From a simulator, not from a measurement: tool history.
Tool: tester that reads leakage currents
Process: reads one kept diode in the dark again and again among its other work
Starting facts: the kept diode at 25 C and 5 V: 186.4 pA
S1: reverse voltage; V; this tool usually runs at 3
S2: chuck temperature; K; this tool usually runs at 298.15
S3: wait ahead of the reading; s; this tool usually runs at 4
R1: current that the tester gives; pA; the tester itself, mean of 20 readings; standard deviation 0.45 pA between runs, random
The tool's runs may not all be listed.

run	day	S1	S2	S3	R1
1	0	3	298.15	4	146.58
2	4.829	3	298.15	4	145.7
# day 7.6: probe card cleaned and baked
3	12.6	3	298.15	4	142.27
4	19.85	2.87	298.15	4	139.14
5	28.425	6.03	298.15	4	191.71
6	34.779	6.03	298.15	0.5	194.42
7	39.679	6.03	298.15	0.5	193.67
8	47.567	3	296.15	4	118.24
9	55.142	3	296.15	4	117.92
# day 55.846: chuck's temperature calibrated
10	61.162	3	296.15	3.42	124.26
11	66.754	14.69	298.15	4	295.39
12	74.796	14.69	298.15	4	298.21
13	82.071	3	298.15	8.69	148.68
14	86.929	15.63	308.15	8.69	712.81
15	92.192	2.84	330.15	8.69	1882.35
16	99.454	19.02	330.15	0.76	4191.98
17	103.625	2.09	301.15	9.68	164.09
18	111.971	2.09	301.15	9.68	163.74
19	118.388	19.26	301.15	5.07	428.58

Forecast run 20:
20	123.979	8.12	307.15	4.49	?

R1: 488.41 pA
Without the tool's hidden state the same run would have given R1 499.05 pA.

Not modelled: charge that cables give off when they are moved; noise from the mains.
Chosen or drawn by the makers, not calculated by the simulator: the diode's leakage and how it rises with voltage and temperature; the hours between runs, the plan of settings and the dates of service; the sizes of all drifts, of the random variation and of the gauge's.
